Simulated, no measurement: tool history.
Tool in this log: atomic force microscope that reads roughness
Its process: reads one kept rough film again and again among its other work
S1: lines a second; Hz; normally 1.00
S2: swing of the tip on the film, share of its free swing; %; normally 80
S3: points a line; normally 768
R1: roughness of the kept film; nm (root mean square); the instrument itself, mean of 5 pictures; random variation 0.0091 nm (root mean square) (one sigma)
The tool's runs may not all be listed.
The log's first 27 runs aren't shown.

run 28 hour=361.6 | S1=2.19 S2=74 S3=388 | R1=1.858
run 29 hour=380.3 | S1=0.82 S2=74 S3=875 | R1=1.993
run 30 hour=396.4 | S1=0.56 S2=74 S3=490 | R1=1.962
run 31 hour=414.8 | S1=3.05 S2=61 S3=536 | R1=1.799
run 32 hour=433.0 | S1=1.00 S2=81 S3=768 | R1=1.740
-- hour=435.6 new tip fitted
run 33 hour=451.3 | S1=1.00 S2=69 S3=860 | R1=2.062
run 34 hour=466.0 | S1=1.00 S2=69 S3=860 | R1=2.002
run 35 hour=482.6 | S1=1.10 S2=80 S3=768 | R1=1.850
run 36 hour=498.6 | S1=1.10 S2=80 S3=768 | R1=1.802
run 37 hour=515.3 | S1=3.88 S2=67 S3=721 | R1=1.630
-- hour=521.5 new tip fitted
run 38 hour=529.3 | S1=0.77 S2=84 S3=979 | R1=2.027
run 39 hour=539.1 | S1=1.47 S2=68 S3=460 | R1=1.999
run 40 hour=559.0 | S1=0.65 S2=65 S3=264 | R1=1.978
run 41 hour=569.0 | S1=0.76 S2=63 S3=497 | R1=2.009
run 42 hour=582.3 | S1=0.52 S2=61 S3=302 | R1=1.935
run 43 hour=591.5 | S1=0.52 S2=61 S3=302 | R1=1.905
run 44 hour=601.1 | S1=1.00 S2=62 S3=264 | R1=1.826
-- hour=609.1 new tip fitted
run 45 hour=619.3 | S1=0.69 S2=73 S3=768 | R1=2.113
run 46 hour=629.2 | S1=0.69 S2=73 S3=768 | R1=2.069
run 47 hour=638.5 | S1=0.74 S2=72 S3=822 | R1=2.033
run 48 hour=656.7 | S1=0.74 S2=72 S3=822 | R1=1.955
run 49 hour=675.0 | S1=1.12 S2=77 S3=794 | R1=1.809
run 50 hour=693.8 | S1=1.12 S2=77 S3=794 | R1=1.777

Each row is a separate what-if for the run after 50, all from the same tool condition, not one after another. Results?
-- hour=696.1 new tip fitted
run A hour=710.9 | S1=1.12 S2=77 S3=554 | R1=?
-- hour=696.1 new tip fitted
run B hour=710.9 | S1=3.32 S2=77 S3=846 | R1=?
-- hour=696.1 new tip fitted
run C hour=710.9 | S1=0.99 S2=72 S3=688 | R1=?
-- hour=696.1 new tip fitted
run D hour=710.9 | S1=1.28 S2=77 S3=889 | R1=?

run=A R1=1.989
run=B R1=1.700
run=C R1=2.047
run=D R1=1.978
Take away the tool's hidden state, keep each run's random variation, and the runs would have read:
run=A R1=2.054
run=B R1=1.755
run=C R1=2.115
run=D R1=2.043
